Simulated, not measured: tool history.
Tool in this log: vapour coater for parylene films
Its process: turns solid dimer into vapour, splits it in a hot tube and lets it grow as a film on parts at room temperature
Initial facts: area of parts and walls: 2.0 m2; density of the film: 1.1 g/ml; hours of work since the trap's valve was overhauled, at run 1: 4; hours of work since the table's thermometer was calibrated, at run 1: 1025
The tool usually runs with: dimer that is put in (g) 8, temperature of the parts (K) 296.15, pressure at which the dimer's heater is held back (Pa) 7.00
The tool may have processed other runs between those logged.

run     day  dimer that is put in (g)  temperature of the parts (K)  pressure at which the dimer's heater is held back (Pa)  hours of work since the trap's valve was overhauled  hours of work since the table's thermometer was calibrated  thickness of the film (µm)
  1   0.000                         8                        296.15                                                    7.00                                                    4                                                        1025                        1.64
  2   1.125                         7                        296.15                                                    7.00                                                   24                                                        1045                        1.43
  3   2.133                        12                        296.15                                                    7.00                                                   42                                                        1063                        2.42
  4   3.688                         8                        296.15                                                   11.45                                                   70                                                        1090                        1.48
  5   5.167                         8                        296.15                                                   11.45                                                   96                                                        1117                        1.49
  6   6.692                         8                        296.15                                                   11.45                                                  123                                                        1144                        1.49
  7   8.012                         8                        296.15                                                   11.45                                                  147                                                        1167                        1.50
  8   9.796                         8                        296.15                                                    7.00                                                  179                                                        1199                        1.61
  9  10.788                         8                        296.15                                                    7.00                                                  196                                                        1217                        1.59
 10  11.658                         8                        296.15                                                    7.00                                                  212                                                        1232                        1.60
 11  12.888                         8                        296.15                                                    7.00                                                  234                                                        1254                        1.59
 12  14.767                         8                        296.15                                                    7.00                                                  267                                                        1288                        1.59
 13  15.692                         8                        296.15                                                    7.00                                                  284                                                        1304                        1.58
 14  16.675                         8                        288.15                                                    7.00                                                  301                                                        1322                        2.02
 15  18.212                         8                        291.15                                                    7.00                                                  329                                                        1349                        1.83
 16  19.646                         8                        291.15                                                    7.00                                                  354                                                        1375                        1.85
 17  21.317                         8                        296.15                                                    7.00                                                  384                                                        1404                        1.60
 18  23.112                         8                        296.15                                                   11.96                                                  416                                                        1436                        1.45
 19  23.958                         8                        300.15                                                    7.00                                                  431                                                        1451                        1.42
 20  24.804                         8                        296.15                                                    7.00                                                  446                                                        1467                        1.58
 21  26.004                         4                        303.15                                                   11.65                                                  467                                                        1488                        0.60
 22  27.088                         9                        307.15                                                    6.97                                                  487                                                        1507                        1.30
 23  28.008                         7                        292.15                                                    3.69                                                  503                                                        1524                        1.70
 24  29.233                         7                        292.15                                                    3.69                                                  525                                                        1545                        1.69
 25  30.683                         8                        302.15                                                    6.60                                                  551                                                        1571                        1.32
     32.200  -- table's thermometer calibrated
 26  32.200                         5                        293.15                                                    2.08                                                  577                                                           0                        1.24
 27  33.788                         5                        293.15                                                    2.08                                                  605                                                          28                        1.22
     34.421  -- trap's valve overhauled
 28  35.825                         4                        289.15                                                    4.41                                                   25                                                          62                        1.04
 29  37.092                         8                        302.15                                                    7.00                                                   48                                                          84                        1.33
 30  39.125                         8                        302.15                                                    7.00                                                   84                                                         120                        1.34
 31  40.004                         8                        302.15                                                    5.89                                                   99                                                         136                        1.39
 32  41.904                         8                        291.15                                                    2.31                                                  133                                                         170                        2.15
 33  43.300                         8                        295.15                                                    3.29                                                  158                                                         195                        1.80
 34  45.267                         8                        295.15                                                    3.29                                                  193                                                         230                        1.78
 35  46.408                        13                        293.15                                                    4.95                                                  214                                                         250                        2.92
 36  47.292                         8                        298.15                                                    4.63                                                  229                                                         266                        1.56
 37  48.417                         8                        295.15                                                    3.55                                                  249                                                         286                        1.79
 38  50.017                        12                        296.15                                                   11.27                                                  278                                                         314                        2.18
 39  51.162                         4                        296.15                                                   11.27                                                  298                                                         335                        0.71
 40  52.571                         8                        296.15                                                    5.38                                                  323                                                         360                        1.65

Below are 3 alternative next runs, each starting from the tool's condition after run 40. Predict each:
  A  53.733                         5                        296.15                                                    6.25                                                  344                                                         381                           ?
  B  53.733                         4                        296.15                                                    5.38                                                  344                                                         381                           ?
  C  53.733                         8                        296.15                                                    4.90                                                  344                                                         381                           ?

run  thickness of the film (µm)
  A                        0.98
  B                        0.80
  C                        1.65
Had the tool no hidden state, the same runs would have come out as:
run  thickness of the film (µm)
  A                        1.01
  B                        0.83
  C                        1.70
